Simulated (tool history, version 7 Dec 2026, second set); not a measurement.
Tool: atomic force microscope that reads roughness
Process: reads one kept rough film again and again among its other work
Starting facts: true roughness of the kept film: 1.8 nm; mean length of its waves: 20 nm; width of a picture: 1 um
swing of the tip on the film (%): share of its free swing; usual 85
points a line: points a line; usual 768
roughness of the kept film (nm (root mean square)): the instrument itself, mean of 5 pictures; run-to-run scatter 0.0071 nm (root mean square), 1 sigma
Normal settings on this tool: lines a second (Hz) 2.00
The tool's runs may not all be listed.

| run | hour | lines a second (Hz) | swing of the tip on the film (%) | points a line | roughness of the kept film (nm (root mean square)) |
|---|---|---|---|---|---|
| 1 | 0.0 | 2.00 | 85 | 768 | 1.331 |
| 2 | 22.5 | 2.00 | 66 | 768 | 1.424 |
| 3 | 52.0 | 2.00 | 66 | 768 | 1.409 |
| 4 | 74.5 | 2.00 | 66 | 768 | 1.395 |
| 5 | 115.9 | 2.00 | 66 | 768 | 1.365 |
| 6 | 144.0 | 0.51 | 85 | 768 | 1.376 |
| 7 | 183.5 | 0.51 | 85 | 768 | 1.346 |
|  | 202.2 | new tip fitted |
| 8 | 228.0 | 0.51 | 85 | 768 | 1.561 |
| 9 | 257.8 | 2.00 | 85 | 768 | 1.396 |
| 10 | 283.9 | 2.00 | 85 | 768 | 1.396 |
| 11 | 306.3 | 2.00 | 85 | 768 | 1.368 |
| 12 | 336.8 | 2.00 | 85 | 280 | 1.327 |
| 13 | 372.7 | 2.00 | 85 | 768 | 1.337 |
| 14 | 394.1 | 2.00 | 85 | 768 | 1.316 |
| 15 | 436.8 | 2.00 | 85 | 768 | 1.300 |
| 16 | 456.5 | 2.00 | 85 | 768 | 1.288 |
| 17 | 481.2 | 2.00 | 85 | 768 | 1.270 |
| 18 | 523.3 | 0.68 | 78 | 464 | 1.362 |
|  | 550.3 | new tip fitted |
| 19 | 562.3 | 1.53 | 82 | 358 | 1.464 |
| 20 | 589.4 | 1.53 | 82 | 358 | 1.447 |
| 21 | 621.6 | 1.07 | 84 | 271 | 1.428 |
| 22 | 655.5 | 1.07 | 76 | 901 | 1.480 |
| 23 | 685.2 | 0.92 | 88 | 892 | 1.437 |
| 24 | 719.1 | 0.92 | 88 | 892 | 1.391 |
| 25 | 740.6 | 0.92 | 88 | 892 | 1.384 |
| 26 | 770.4 | 1.27 | 80 | 906 | 1.360 |
| 27 | 788.8 | 0.58 | 80 | 810 | 1.413 |
| 28 | 826.8 | 2.39 | 80 | 754 | 1.258 |
| 29 | 868.0 | 1.83 | 82 | 664 | 1.269 |
| 30 | 890.9 | 2.00 | 85 | 557 | 1.214 |
|  | 896.4 | new tip fitted |
| 31 | 915.6 | 2.00 | 85 | 557 | 1.414 |
| 32 | 956.4 | 0.85 | 72 | 557 | 1.531 |

Each row is a separate what-if for the run after 32, all from the same tool condition, not one after another. Results?
| A | 982.4 | 3.30 | 72 | 557 | ? |
| B | 982.4 | 1.58 | 85 | 768 | ? |
| C | 982.4 | 2.00 | 56 | 768 | ? |
| D | 982.4 | 1.38 | 85 | 768 | ? |
| E | 982.4 | 1.91 | 85 | 768 | ? |

| run | roughness of the kept film (nm (root mean square)) |
|---|---|
| A | 1.396 |
| B | 1.415 |
| C | 1.527 |
| D | 1.430 |
| E | 1.380 |
Had the tool no hidden state, the same runs would have come out as:
| run | roughness of the kept film (nm (root mean square)) |
|---|---|
| A | 1.471 |
| B | 1.491 |
| C | 1.609 |
| D | 1.507 |
| E | 1.454 |
